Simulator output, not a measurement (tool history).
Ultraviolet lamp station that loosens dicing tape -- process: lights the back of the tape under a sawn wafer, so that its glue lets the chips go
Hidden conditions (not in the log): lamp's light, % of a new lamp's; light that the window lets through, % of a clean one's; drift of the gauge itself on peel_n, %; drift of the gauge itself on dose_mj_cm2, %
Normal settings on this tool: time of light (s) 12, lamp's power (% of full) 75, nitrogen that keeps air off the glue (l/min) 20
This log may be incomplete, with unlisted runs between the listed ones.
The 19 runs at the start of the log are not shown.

run	day	time of light (s)	lamp's power (% of full)	nitrogen that keeps air off the glue (l/min)	hours of work of the lamp	hours of work since the window was cleaned	force that peels the tape off (N)	light that reached the tape (mJ/cm²)
20	15.575	12	75	29	906	75	0.644	244
21	16.533	12	75	29	920	89	0.694	231
22	17.146	12	75	29	929	98	0.706	233
23	17.85	12	75	29	939	108	0.74	233
24	18.538	12	75	29	949	118	0.767	227
25	19.383	12	75	29	962	131	0.79	222
26	20.5	23	75	8	978	147	0.467	411
27	21.25	12	75	7	989	158	1.927	213
28	21.979	12	75	7	1000	169	1.965	208
29	22.8	8	100	14	1012	181	1.721	182
30	23.738	8	100	14	1026	195	1.704	184
31	24.325	8	100	14	1034	203	1.771	177
32	25.008	23	81	33	1044	214	0.232	411

What does the tool deliver on the next run?
# day 25.4: lamp changed
# day 25.579: window cleaned of glue's vapour
33	25.838	12	74	14	6	4	?	?

force that peels the tape off (N): 0.354
light that reached the tape (mJ/cm²): 394
The same run, on a tool lacking any hidden state, would have yielded force that peels the tape off (N) 0.338, light that reached the tape (mJ/cm²) 403.
